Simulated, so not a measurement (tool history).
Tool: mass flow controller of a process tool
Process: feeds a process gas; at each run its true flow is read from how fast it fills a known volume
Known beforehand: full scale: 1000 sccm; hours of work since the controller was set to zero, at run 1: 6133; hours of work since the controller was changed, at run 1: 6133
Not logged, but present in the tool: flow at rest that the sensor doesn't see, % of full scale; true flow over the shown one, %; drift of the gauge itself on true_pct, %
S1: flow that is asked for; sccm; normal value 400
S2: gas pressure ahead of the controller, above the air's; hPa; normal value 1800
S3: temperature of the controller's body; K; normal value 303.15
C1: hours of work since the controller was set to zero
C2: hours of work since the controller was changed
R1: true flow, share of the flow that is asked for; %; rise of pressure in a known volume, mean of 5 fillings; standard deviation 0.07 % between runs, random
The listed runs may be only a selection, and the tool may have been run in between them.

Run 1, hour 0: usual settings; C1 6133; C2 6133. Result: R1 97.53 %.
Run 2, hour 56.3: usual settings; C1 6174; C2 6174. Result: R1 97.59 %.
Run 3, hour 122.9: usual settings but S3 297.15 K; C1 6224; C2 6224. Result: R1 97.31 %.
Run 4, hour 209.1: usual settings but S3 297.15 K; C1 6288; C2 6288. Result: R1 97.38 %.
Run 5, hour 258.3: usual settings but S3 301.15 K; C1 6324; C2 6324. Result: R1 97.38 %.
Run 6, hour 332.8: usual settings but S3 301.15 K; C1 6379; C2 6379. Result: R1 97.49 %.
Run 7, hour 401.8: usual settings but S3 299.15 K; C1 6430; C2 6430. Result: R1 97.34 %.
Run 8, hour 483.2: usual settings but S3 299.15 K; C1 6491; C2 6491. Result: R1 97.35 %.
Run 9, hour 567.7: usual settings but S3 299.15 K; C1 6553; C2 6553. Result: R1 97.35 %.
Run 10, hour 634.5: usual settings but S3 299.15 K; C1 6603; C2 6603. Result: R1 97.37 %.
Run 11, hour 687.6: usual settings but S3 299.15 K; C1 6642; C2 6642. Result: R1 97.29 %.
Run 12, hour 778.9: usual settings but S3 299.15 K; C1 6710; C2 6710. Result: R1 97.34 %.
Run 13, hour 885: usual settings but S3 299.15 K; C1 6788; C2 6788. Result: R1 97.39 %.
Run 14, hour 973.1: usual settings; C1 6854; C2 6854. Result: R1 97.46 %.
Run 15, hour 1087.5: usual settings; C1 6938; C2 6938. Result: R1 97.37 %.
Run 16, hour 1170.4: usual settings; C1 7000; C2 7000. Result: R1 97.37 %.
Run 17, hour 1260.9: usual settings; C1 7067; C2 7067. Result: R1 97.4 %.
Run 18, hour 1335.6: usual settings but S1 169 sccm; C1 7122; C2 7122. Result: R1 98.22 %.
Run 19, hour 1393.9: usual settings but S1 169 sccm; C1 7165; C2 7165. Result: R1 98.27 %.
Run 20, hour 1490.1: usual settings but S1 169 sccm; C1 7237; C2 7237. Result: R1 98.29 %.
Run 21, hour 1586.3: usual settings but S1 726 sccm; C1 7308; C2 7308. Result: R1 97.59 %.
Run 22, hour 1659.7: usual settings but S2 2220 hPa; C1 7362; C2 7362. Result: R1 97.26 %.
Run 23, hour 1715.4: usual settings but S2 1500 hPa; C1 7403; C2 7403. Result: R1 97.36 %.
Run 24, hour 1800.6: usual settings but S2 1500 hPa; C1 7467; C2 7467. Result: R1 97.43 %.
Run 25, hour 1911.4: usual settings but S2 1500 hPa; C1 7549; C2 7549. Result: R1 97.41 %.
Run 26, hour 2021.3: usual settings but S2 1710 hPa, S3 298.15 K; C1 7630; C2 7630. Result: R1 97.03 %.
Run 27, hour 2121.2: usual settings but S2 1710 hPa, S3 298.15 K; C1 7704; C2 7704. Result: R1 97.09 %.
Run 28, hour 2175.8: usual settings but S2 1710 hPa, S3 298.15 K; C1 7744; C2 7744. Result: R1 97.17 %.
Run 29, hour 2276.6: usual settings but S2 1710 hPa, S3 298.15 K; C1 7819; C2 7819. Result: R1 97 %.
Run 30, hour 2387.4: usual settings but S1 421 sccm, S2 2410 hPa, S3 300.15 K; C1 7901; C2 7901. Result: R1 96.8 %.
At hour 2428.2: controller exchanged for a calibrated one.
Run 31, hour 2454.2: usual settings but S1 421 sccm, S2 2410 hPa, S3 300.15 K; C1 19; C2 19. Result: R1 99.04 %.
Run 32, hour 2559.1: usual settings but S1 151 sccm, S2 1680 hPa, S3 295.15 K; C1 97; C2 97. Result: R1 98.55 %.
Run 33, hour 2608: usual settings but S1 519 sccm, S3 306.15 K; C1 133; C2 133. Result: R1 99.41 %.
Run 34, hour 2709.7: usual settings but S1 519 sccm, S3 306.15 K; C1 208; C2 208. Result: R1 99.33 %.
Run 35, hour 2806.1: usual settings but S1 519 sccm, S3 306.15 K; C1 280; C2 280. Result: R1 99.34 %.
Run 36, hour 2882.4: usual settings but S1 293 sccm; C1 336; C2 336. Result: R1 98.86 %.
Run 37, hour 2995.4: usual settings but S1 669 sccm, S2 1760 hPa; C1 420; C2 420. Result: R1 99.49 %.
Run 38, hour 3062.1: usual settings but S1 106 sccm; C1 470; C2 470. Result: R1 98.8 %.
Run 39, hour 3141.3: usual settings but S1 166 sccm, S2 1520 hPa; C1 528; C2 528. Result: R1 98.88 %.
Run 40, hour 3255.1: usual settings but S1 206 sccm, S2 2070 hPa, S3 302.15 K; C1 613; C2 613. Result: R1 98.66 %.
Run 41, hour 3340.6: usual settings but S1 110 sccm, S3 300.15 K; C1 676; C2 676. Result: R1 98.8 %.
Run 42, hour 3404.6: usual settings but S1 637 sccm, S2 2470 hPa, S3 305.15 K; C1 723; C2 723. Result: R1 99.12 %.
Run 43, hour 3503: usual settings but S1 637 sccm, S2 2470 hPa, S3 305.15 K; C1 796; C2 796. Result: R1 99.26 %.
Run 44, hour 3560.8: usual settings but S1 637 sccm, S2 2470 hPa, S3 305.15 K; C1 839; C2 839. Result: R1 99.2 %.
Run 45, hour 3646.5: usual settings but S1 289 sccm; C1 902; C2 902. Result: R1 98.74 %.
Run 46, hour 3702.7: usual settings but S1 126 sccm, S2 1440 hPa, S3 298.15 K; C1 944; C2 944. Result: R1 98.88 %.
Run 47, hour 3807.7: usual settings but S1 428 sccm, S2 2250 hPa; C1 1022; C2 1022. Result: R1 98.88 %.

Forecast each of these 4 alternatives for the next run:
Run A, hour 3912.1: usual settings but S2 2530 hPa; C1 1099; C2 1099. Result: R1 ?.
Run B, hour 3912.1: usual settings but S1 428 sccm, S2 2700 hPa, S3 295.15 K; C1 1099; C2 1099. Result: R1 ?.
Run C, hour 3912.1: usual settings but S3 302.15 K; C1 1099; C2 1099. Result: R1 ?.
Run D, hour 3912.1: usual settings but S2 1590 hPa; C1 1099; C2 1099. Result: R1 ?.

run     R1
  A   98.7
  B  98.48
  C  98.95
  D  99.11
Had the tool no hidden state, the same runs would have come out as:
run     R1
  A  98.78
  B  98.57
  C  99.02
  D  99.19
